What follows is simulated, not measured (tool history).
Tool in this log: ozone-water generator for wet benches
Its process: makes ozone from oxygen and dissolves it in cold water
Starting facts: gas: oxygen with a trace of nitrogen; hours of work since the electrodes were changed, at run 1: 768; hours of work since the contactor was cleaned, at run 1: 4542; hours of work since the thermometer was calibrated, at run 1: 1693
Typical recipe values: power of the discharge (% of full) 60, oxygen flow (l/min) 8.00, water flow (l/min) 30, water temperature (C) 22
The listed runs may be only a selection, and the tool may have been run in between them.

run   hour  power of the discharge (% of full)  oxygen flow (l/min)  water flow (l/min)  water temperature (C)  hours of work since the electrodes were changed  hours of work since the contactor was cleaned  hours of work since the thermometer was calibrated  dissolved ozone (ppm)  ozone in the gas ahead of the water (g/m3)
  1    0.0                                  60                 8.00                  30                     22                                              768                                           4542                                                1693                   10.9                                       135.3
  2   37.6                                  60                 8.00                  30                     22                                              791                                           4565                                                1716                   11.0                                       134.5
  3   58.3                                  60                 8.00                  30                     22                                              804                                           4577                                                1729                   11.0                                       133.4
  4   77.0                                  60                 8.00                  30                     22                                              815                                           4589                                                1740                   11.0                                       135.4
  5   95.2                                  60                 8.00                  30                     22                                              826                                           4600                                                1751                   11.0                                       133.4
  6  133.1                                  60                 8.00                  30                     22                                              849                                           4623                                                1774                   11.0                                       133.3
  7  157.7                                  60                 8.00                  30                     22                                              864                                           4638                                                1789                   11.0                                       135.2
  8  178.0                                  60                 8.00                  30                     22                                              877                                           4650                                                1801                   10.8                                       132.4
  9  221.6                                  60                 8.00                  30                     22                                              903                                           4677                                                1828                   11.2                                       133.1
 10  242.9                                  60                 8.00                  30                     28                                              916                                           4690                                                1841                    9.8                                       135.3
 11  285.4                                  60                 8.00                  30                     22                                              942                                           4716                                                1867                   11.1                                       135.0
 12  304.7                                  60                 5.14                  30                     22                                              954                                           4727                                                1879                    9.9                                       155.9
 13  330.6                                  60                 8.00                  30                     22                                              970                                           4743                                                1894                   10.9                                       133.8
 14  351.2                                  60                 8.00                  30                     21                                              982                                           4756                                                1907                   11.1                                       132.7
 15  372.7                                  60                 8.00                  30                     21                                              995                                           4769                                                1920                   11.3                                       132.7
 16  414.8                                  60                 8.00                  30                     22                                             1021                                           4795                                                1946                   10.6                                       133.6
 17  438.5                                  81                 4.01                  30                     17                                             1035                                           4809                                                1960                   12.0                                       209.3
 18  478.4                                  81                 4.01                  33                     17                                             1059                                           4833                                                1984                   10.8                                       210.7
 19  513.5                                  60                 8.35                  25                     27                                             1081                                           4855                                                2006                   11.7                                       132.6
 20  544.6                                  89                 5.57                  22                     18                                             1100                                           4874                                                2025                   18.3                                       198.3
 21  581.0                                  60                 8.00                  30                     19                                             1122                                           4896                                                2047                   11.4                                       132.4
 22  619.7                                  60                 8.00                  30                     19                                             1146                                           4919                                                2071                   11.3                                       133.8
 23  653.4                                  73                 8.00                  30                     16                                             1166                                           4940                                                2091                   13.2                                       150.7
 24  672.2                                  73                 9.33                  20                     16                                             1178                                           4951                                                2102                   19.0                                       143.6
 25  716.0                                  57                 8.00                  30                     14                                             1204                                           4978                                                2129                   11.8                                       127.5
 26  760.9                                  85                 5.76                  34                     25                                             1232                                           5005                                                2157                   11.1                                       188.7
 27  788.6                                  85                 8.00                  27                     22                                             1248                                           5022                                                2173                   14.9                                       167.8
 28  819.3                                  85                 8.00                  27                     22                                             1267                                           5041                                                2192                   14.8                                       168.0
 29  858.6                                  69                 4.77                  39                     17                                             1291                                           5065                                                2216                    8.7                                       174.2
 30  886.7                                  63                 8.00                  19                     17                                             1308                                           5082                                                2233                   17.2                                       137.4
 31  927.0                                  60                 8.00                  30                     29                                             1333                                           5106                                                2258                    9.6                                       133.3
 32  953.9                                  55                14.03                  21                     26                                             1349                                           5123                                                2274                   12.0                                       102.0

Predict each of these 3 candidate next runs independently; none follows another, all start after run 32:
  A  978.5                                  55                13.02                  38                     26                                             1364                                           5138                                                2289                      ?                                           ?
  B  978.5                                  73                 8.00                  32                     22                                             1364                                           5138                                                2289                      ?                                           ?
  C  978.5                                  60                 6.38                  21                     21                                             1364                                           5138                                                2289                      ?                                           ?

run  dissolved ozone (ppm)  ozone in the gas ahead of the water (g/m3)
  A                    8.5                                       104.3
  B                   11.7                                       151.4
  C                   14.2                                       143.2
The same runs, with their run-to-run variation unchanged, on a tool lacking any hidden condition would have given:
run  dissolved ozone (ppm)  ozone in the gas ahead of the water (g/m3)
  A                    8.8                                       105.9
  B                   12.3                                       154.3
  C                   14.8                                       145.6

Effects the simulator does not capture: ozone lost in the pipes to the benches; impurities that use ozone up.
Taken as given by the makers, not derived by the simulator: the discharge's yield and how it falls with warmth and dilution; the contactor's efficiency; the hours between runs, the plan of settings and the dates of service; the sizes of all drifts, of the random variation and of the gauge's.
